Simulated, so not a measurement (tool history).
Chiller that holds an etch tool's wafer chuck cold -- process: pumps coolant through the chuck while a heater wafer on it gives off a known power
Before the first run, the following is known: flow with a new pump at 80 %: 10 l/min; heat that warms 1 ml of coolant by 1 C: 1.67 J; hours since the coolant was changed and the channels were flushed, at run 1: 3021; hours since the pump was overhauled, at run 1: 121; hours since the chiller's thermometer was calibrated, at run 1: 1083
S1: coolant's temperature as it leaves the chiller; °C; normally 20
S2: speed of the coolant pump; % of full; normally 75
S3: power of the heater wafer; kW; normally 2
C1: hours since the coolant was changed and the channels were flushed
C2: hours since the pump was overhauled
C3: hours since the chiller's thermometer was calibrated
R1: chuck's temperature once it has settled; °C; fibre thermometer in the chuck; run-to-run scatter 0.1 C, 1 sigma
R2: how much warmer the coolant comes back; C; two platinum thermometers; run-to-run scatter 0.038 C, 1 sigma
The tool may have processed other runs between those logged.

run 1 hour=0 | S1=20 S2=75 S3=2 | C1=3021 C2=121 C3=1083 | R1=41 R2=7.68
run 2 hour=110.6 | S1=20 S2=75 S3=2 | C1=3131 C2=232 C3=1193 | R1=41.1 R2=7.71
run 3 hour=183.2 | S1=20 S2=75 S3=2 | C1=3204 C2=305 C3=1266 | R1=41 R2=7.67
run 4 hour=257.2 | S1=20 S2=75 S3=2 | C1=3278 C2=379 C3=1340 | R1=41.1 R2=7.67
run 5 hour=364 | S1=20 S2=75 S3=2 | C1=3385 C2=485 C3=1447 | R1=40.9 R2=7.64
run 6 hour=419.6 | S1=20 S2=75 S3=2 | C1=3440 C2=541 C3=1503 | R1=40.9 R2=7.67
run 7 hour=522.5 | S1=19 S2=75 S3=2 | C1=3543 C2=644 C3=1605 | R1=40 R2=7.74
run 8 hour=582.6 | S1=20 S2=75 S3=2.923 | C1=3603 C2=704 C3=1665 | R1=50.6 R2=11.23
run 9 hour=688.3 | S1=20 S2=75 S3=2 | C1=3709 C2=810 C3=1771 | R1=40.8 R2=7.67
run 10 hour=740.6 | S1=20 S2=75 S3=2 | C1=3761 C2=862 C3=1823 | R1=41 R2=7.74
run 11 hour=859.6 | S1=20 S2=75 S3=2 | C1=3880 C2=981 C3=1942 | R1=41 R2=7.78
run 12 hour=942 | S1=20 S2=75 S3=2 | C1=3963 C2=1063 C3=2025 | R1=41 R2=7.76
run 13 hour=1019.1 | S1=20 S2=75 S3=2 | C1=4040 C2=1140 C3=2102 | R1=41 R2=7.82
run 14 hour=1111 | S1=24 S2=75 S3=2 | C1=4132 C2=1232 C3=2194 | R1=45 R2=7.68
run 15 hour=1190.9 | S1=20 S2=75 S3=2 | C1=4212 C2=1312 C3=2274 | R1=41 R2=7.74
run 16 hour=1306.2 | S1=12 S2=75 S3=2 | C1=4327 C2=1428 C3=2389 | R1=32.8 R2=7.81
run 17 hour=1417.8 | S1=27 S2=70 S3=2.385 | C1=4439 C2=1539 C3=2501 | R1=53.3 R2=10.04
run 18 hour=1480.5 | S1=15 S2=74 S3=2.14 | C1=4501 C2=1602 C3=2563 | R1=37.8 R2=8.47
run 19 hour=1591.8 | S1=15 S2=74 S3=2.14 | C1=4613 C2=1713 C3=2675 | R1=37.7 R2=8.44
run 20 hour=1678.3 | S1=20 S2=75 S3=2.889 | C1=4699 C2=1800 C3=2761 | R1=50.4 R2=11.19
run 21 hour=1760 | S1=20 S2=75 S3=2.889 | C1=4781 C2=1881 C3=2843 | R1=50.3 R2=11.25
run 22 hour=1858.2 | S1=16 S2=93 S3=1.215 | C1=4879 C2=1980 C3=2941 | R1=27.1 R2=3.81
run 23 hour=1920.3 | S1=22 S2=67 S3=1.587 | C1=4941 C2=2042 C3=3003 | R1=40.1 R2=6.99
-- hour=2021.8 chiller's thermometer calibrated
run 24 hour=2031.9 | S1=28 S2=93 S3=2.907 | C1=5052 C2=2152 C3=10 | R1=54.6 R2=9.07
run 25 hour=2090.3 | S1=20 S2=93 S3=1.837 | C1=5110 C2=2211 C3=69 | R1=36.6 R2=5.77
run 26 hour=2158.2 | S1=19 S2=97 S3=2 | C1=5178 C2=2278 C3=136 | R1=36.6 R2=5.97
run 27 hour=2227.6 | S1=19 S2=97 S3=1.993 | C1=5247 C2=2348 C3=206 | R1=36.5 R2=5.97
run 28 hour=2279 | S1=19 S2=97 S3=1.993 | C1=5299 C2=2399 C3=257 | R1=36.6 R2=5.97
run 29 hour=2351.8 | S1=19 S2=67 S3=1.993 | C1=5372 C2=2472 C3=330 | R1=41.5 R2=8.79
run 30 hour=2452.6 | S1=19 S2=84 S3=1.993 | C1=5472 C2=2573 C3=431 | R1=38.3 R2=6.91
run 31 hour=2535.8 | S1=20 S2=96 S3=2.426 | C1=5556 C2=2656 C3=514 | R1=41.6 R2=7.35
run 32 hour=2598.5 | S1=16 S2=62 S3=2.426 | C1=5618 C2=2719 C3=577 | R1=45 R2=11.59

Pick out some run-to-run changes in R2. Of each, how much would a tool without hidden state show as well, from the settings, what came in and chance, and how much is left for the hidden state and any gauge scatter not in both results compared?
Hidden conditions of the tool in this case: heat passed by the chuck's channels, % of clean ones'; flow at a given pump speed, % of a new pump's; coolant's true temperature over the reading, C; drift of the gauge itself on chuck_c, C; drift of the gauge itself on warmer_back_c, C.
Run 1 -> 2: no setting touched and nothing written in the log between the runs. R2 +0.03 C: hidden state +0.01, all else +0.02.
Run 8 -> 9: S3 2.923 -> 2. R2 -3.56 C: hidden state +0, all else -3.56.
Run 13 -> 14: S1 20 -> 24. R2 -0.14 C: hidden state +0.02, all else -0.16.
Run 18 -> 19: no setting touched and nothing written in the log between the runs. R2 -0.03 C: hidden state +0.02, all else -0.05.
Run 21 -> 22: S1 20 -> 16, S2 75 -> 93, S3 2.889 -> 1.215. R2 -7.44 C: hidden state +0.01, all else -7.45.
Run 31 -> 32: S1 20 -> 16, S2 96 -> 62. R2 +4.24 C: hidden state +0.01, all else +4.23.
